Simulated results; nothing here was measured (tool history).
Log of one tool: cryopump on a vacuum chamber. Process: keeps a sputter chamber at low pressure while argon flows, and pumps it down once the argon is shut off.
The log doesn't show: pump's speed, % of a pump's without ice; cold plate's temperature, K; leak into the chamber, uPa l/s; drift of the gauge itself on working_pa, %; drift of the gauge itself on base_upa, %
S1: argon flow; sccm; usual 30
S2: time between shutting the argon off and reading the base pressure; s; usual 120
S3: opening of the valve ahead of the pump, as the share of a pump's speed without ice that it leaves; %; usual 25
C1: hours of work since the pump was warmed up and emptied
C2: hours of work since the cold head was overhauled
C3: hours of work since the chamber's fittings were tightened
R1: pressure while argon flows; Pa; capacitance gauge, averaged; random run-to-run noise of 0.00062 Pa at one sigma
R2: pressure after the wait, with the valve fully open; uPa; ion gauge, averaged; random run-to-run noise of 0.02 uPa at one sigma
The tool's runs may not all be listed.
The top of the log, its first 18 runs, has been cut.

Run 19, day 11.283: usual settings but S1 51 sccm, S3 18 %; C1 288; C2 288; C3 2158. Result: R1 0.2290 Pa, R2 1.44 uPa.
Run 20, day 11.783: usual settings but S1 51 sccm, S3 18 %; C1 295; C2 295; C3 2165. Result: R1 0.2303 Pa, R2 1.44 uPa.
Run 21, day 12.425: usual settings but S1 51 sccm, S3 18 %; C1 305; C2 305; C3 2174. Result: R1 0.2299 Pa, R2 1.42 uPa.
Run 22, day 12.796: usual settings but S1 26 sccm, S3 19 %; C1 310; C2 310; C3 2180. Result: R1 0.1125 Pa, R2 1.40 uPa.
Run 23, day 13.379: usual settings but S1 16 sccm, S2 259 s, S3 60 %; C1 319; C2 319; C3 2188. Result: R1 0.0245 Pa, R2 1.37 uPa.
Run 24, day 14.204: usual settings but S1 24 sccm, S2 104 s, S3 28 %; C1 331; C2 331; C3 2201. Result: R1 0.0722 Pa, R2 1.47 uPa.
Run 25, day 14.612: usual settings but S1 18 sccm, S3 21 %; C1 337; C2 337; C3 2207. Result: R1 0.0716 Pa, R2 1.53 uPa.
Run 26, day 15.483: usual settings but S1 24 sccm, S2 212 s, S3 31 %; C1 350; C2 350; C3 2219. Result: R1 0.0662 Pa, R2 1.50 uPa.
Run 27, day 15.921: usual settings but S1 53 sccm, S2 212 s, S3 26 %; C1 356; C2 356; C3 2226. Result: R1 0.1745 Pa, R2 1.46 uPa.
Run 28, day 16.825: usual settings but S1 53 sccm, S2 212 s, S3 26 %; C1 369; C2 369; C3 2239. Result: R1 0.1747 Pa, R2 1.53 uPa.
Run 29, day 17.592: usual settings but S1 34 sccm, S2 22 s, S3 30 %; C1 381; C2 381; C3 2250. Result: R1 0.0992 Pa, R2 2.23 uPa.
Run 30, day 18.479: usual settings but S1 34 sccm, S2 22 s, S3 30 %; C1 394; C2 394; C3 2263. Result: R1 0.0987 Pa, R2 2.27 uPa.
Run 31, day 19.375: usual settings but S1 34 sccm, S2 21 s, S3 30 %; C1 407; C2 407; C3 2277. Result: R1 0.0998 Pa, R2 2.40 uPa.
Run 32, day 20.175: usual settings but S1 22 sccm, S2 42 s, S3 24 %; C1 419; C2 419; C3 2288. Result: R1 0.0793 Pa, R2 1.94 uPa.
Run 33, day 20.838: usual settings but S1 22 sccm, S2 42 s, S3 24 %; C1 428; C2 428; C3 2298. Result: R1 0.0788 Pa, R2 1.95 uPa.
Run 34, day 21.438: usual settings but S1 45 sccm, S3 39 %; C1 437; C2 437; C3 2307. Result: R1 0.1064 Pa, R2 1.64 uPa.

Here are 4 independent what-if runs from the current tool condition. What would each one return?
At day 22.067: pump warmed up, emptied and cooled again.
Run A, day 22.279: usual settings but S2 37 s; C1 3; C2 447; C3 2316. Result: R1 ?, R2 ?.
At day 22.067: pump warmed up, emptied and cooled again.
Run B, day 22.279: usual settings but S1 18 sccm, S2 52 s, S3 24 %; C1 3; C2 447; C3 2316. Result: R1 ?, R2 ?.
At day 22.067: pump warmed up, emptied and cooled again.
Run C, day 22.279: usual settings but S1 25 sccm, S2 23 s, S3 41 %; C1 3; C2 447; C3 2316. Result: R1 ?, R2 ?.
At day 22.067: pump warmed up, emptied and cooled again.
Run D, day 22.279: usual settings but S1 52 sccm, S3 50 %; C1 3; C2 447; C3 2316. Result: R1 ?, R2 ?.

run      R1    R2
  A  0.0930  1.55
  B  0.0572  1.41
  C  0.0466  1.82
  D  0.0792  1.17
The same runs, with their run-to-run variation unchanged, on a tool lacking any hidden condition would have given:
run      R1    R2
  A  0.0928  0.64
  B  0.0571  0.51
  C  0.0465  0.94
  D  0.0788  0.29

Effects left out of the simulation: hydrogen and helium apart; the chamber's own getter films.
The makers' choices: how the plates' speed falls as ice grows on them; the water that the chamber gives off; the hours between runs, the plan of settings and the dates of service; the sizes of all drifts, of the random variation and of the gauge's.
